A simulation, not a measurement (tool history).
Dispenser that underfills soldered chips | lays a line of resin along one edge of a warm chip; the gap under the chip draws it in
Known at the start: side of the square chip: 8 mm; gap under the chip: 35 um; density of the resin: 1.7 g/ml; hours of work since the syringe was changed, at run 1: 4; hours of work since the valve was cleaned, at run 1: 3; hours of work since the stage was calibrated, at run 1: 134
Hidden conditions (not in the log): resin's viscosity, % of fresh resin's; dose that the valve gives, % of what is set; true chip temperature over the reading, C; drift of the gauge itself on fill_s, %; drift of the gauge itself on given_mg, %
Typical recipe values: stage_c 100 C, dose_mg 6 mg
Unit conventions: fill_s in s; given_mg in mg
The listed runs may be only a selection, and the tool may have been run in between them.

| run | hour | stage_c | dose_mg | hours of work since the syringe was changed | hours of work since the valve was cleaned | hours of work since the stage was calibrated | fill_s | given_mg |
|---|---|---|---|---|---|---|---|---|
| 1 | 0 | 100 | 6 | 4 | 3 | 134 | 31.4 | 6.09 |
| 2 | 3.4 | 100 | 6 | 7 | 5 | 136 | 35.5 | 5.99 |
|  | 4.4 | new syringe of resin |
| 3 | 6.9 | 100 | 6 | 2 | 7 | 139 | 27.7 | 5.85 |
| 4 | 9.5 | 100 | 6 | 4 | 9 | 141 | 30.3 | 5.88 |
| 5 | 11.7 | 100 | 6 | 5 | 11 | 142 | 32.5 | 5.96 |
| 6 | 13.8 | 100 | 6 | 7 | 13 | 144 | 35 | 5.9 |
|  | 14.5 | new syringe of resin |
| 7 | 18.1 | 100 | 6 | 3 | 16 | 147 | 29 | 5.85 |
| 8 | 20.8 | 100 | 6 | 5 | 18 | 149 | 32.3 | 5.94 |
|  | 24.7 | new syringe of resin |
| 9 | 26.2 | 100 | 6 | 1 | 21 | 153 | 26.5 | 5.92 |
| 10 | 29.1 | 100 | 6 | 3 | 23 | 155 | 30.2 | 5.87 |
| 11 | 32.5 | 100 | 6 | 6 | 26 | 157 | 33.8 | 5.9 |
|  | 35.1 | new syringe of resin |
| 12 | 37.2 | 100 | 6 | 2 | 29 | 161 | 27.3 | 5.9 |
| 13 | 40.4 | 88 | 6 | 4 | 32 | 163 | 43.5 | 5.76 |
| 14 | 43.7 | 103 | 7.63 | 6 | 34 | 165 | 31.3 | 7.41 |
|  | 45.2 | new syringe of resin |
| 15 | 46.5 | 103 | 7.32 | 1 | 36 | 167 | 24 | 7.19 |
| 16 | 50.5 | 103 | 7.32 | 4 | 39 | 170 | 27.8 | 7.08 |
|  | 55.4 | new syringe of resin |
| 17 | 55.4 | 99 | 6.51 | 0 | 42 | 174 | 26.1 | 6.32 |
| 18 | 58.1 | 99 | 6.51 | 2 | 44 | 176 | 29.2 | 6.34 |
| 19 | 62.1 | 99 | 6.51 | 5 | 47 | 179 | 33.3 | 6.24 |
| 20 | 65 | 95 | 5.58 | 7 | 49 | 181 | 42.1 | 5.38 |
|  | 65.8 | new syringe of resin |
| 21 | 68.8 | 95 | 5.58 | 2 | 52 | 183 | 33.6 | 5.35 |
| 22 | 73.4 | 109 | 5.41 | 6 | 55 | 187 | 25.9 | 5.2 |

Run 23 has not been measured yet. What should we expect?
|  | 76.1 | new syringe of resin |
| 23 | 78.4 | 100 | 5.41 | 2 | 59 | 190 | ? | ? |

fill_s: 28.7 s
given_mg: 5.11 mg
Minus the tool's unlogged condition, the same run would have read fill_s 26.4 s, given_mg 5.39 mg.
